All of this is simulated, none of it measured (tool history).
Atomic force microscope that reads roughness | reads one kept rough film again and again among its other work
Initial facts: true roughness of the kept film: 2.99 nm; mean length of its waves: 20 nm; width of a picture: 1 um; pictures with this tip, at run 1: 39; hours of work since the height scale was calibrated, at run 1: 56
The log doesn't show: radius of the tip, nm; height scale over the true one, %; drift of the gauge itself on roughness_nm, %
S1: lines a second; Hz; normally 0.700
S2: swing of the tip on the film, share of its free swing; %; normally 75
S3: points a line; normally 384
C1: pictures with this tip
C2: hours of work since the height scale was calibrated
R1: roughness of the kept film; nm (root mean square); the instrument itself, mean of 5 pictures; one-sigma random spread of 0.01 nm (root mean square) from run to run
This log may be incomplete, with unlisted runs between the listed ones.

run,day,S1,S2,S3,C1,C2,R1
1,0.000,0.700,75,384,39,56,2.162
2,0.554,0.700,75,384,52,61,2.136
3,1.054,0.989,75,384,64,66,2.069
4,1.446,0.709,75,384,74,70,2.048
5,2.017,0.700,59,384,88,76,2.027
6,2.358,0.700,75,384,96,80,2.000
7,2.983,0.700,75,384,112,86,1.944
8,3.283,0.700,75,384,119,89,1.918
9,3.829,0.700,75,384,132,94,1.873
10,4.208,0.700,75,384,142,98,1.846
11,4.625,1.462,88,275,152,102,1.673
12,4.971,0.994,75,384,160,106,1.779
13,5.475,0.700,58,782,173,111,1.798
14,6.088,0.700,57,353,188,117,1.737
# day 6.192: new tip fitted
15,6.517,1.795,87,563,8,121,2.155
16,6.900,2.780,65,518,17,125,2.213
17,7.392,2.780,68,518,29,130,2.165
18,7.696,1.285,55,366,37,133,2.235
19,7.988,1.285,55,366,44,136,2.186
20,8.421,3.185,65,584,54,140,2.079

5 options for the next run, each taken on its own from the tool as it stands now. Forecast them:
A,8.904,3.926,65,599,66,145,?
B,8.904,1.151,65,584,66,145,?
C,8.904,2.489,65,584,66,145,?
D,8.904,3.698,62,520,66,145,?
E,8.904,1.760,65,584,66,145,?

run,R1
A,2.017
B,2.085
C,2.067
D,2.043
E,2.085
Had the tool no hidden state, the same runs would have come out as:
run,R1
A,2.307
B,2.385
C,2.364
D,2.337
E,2.385

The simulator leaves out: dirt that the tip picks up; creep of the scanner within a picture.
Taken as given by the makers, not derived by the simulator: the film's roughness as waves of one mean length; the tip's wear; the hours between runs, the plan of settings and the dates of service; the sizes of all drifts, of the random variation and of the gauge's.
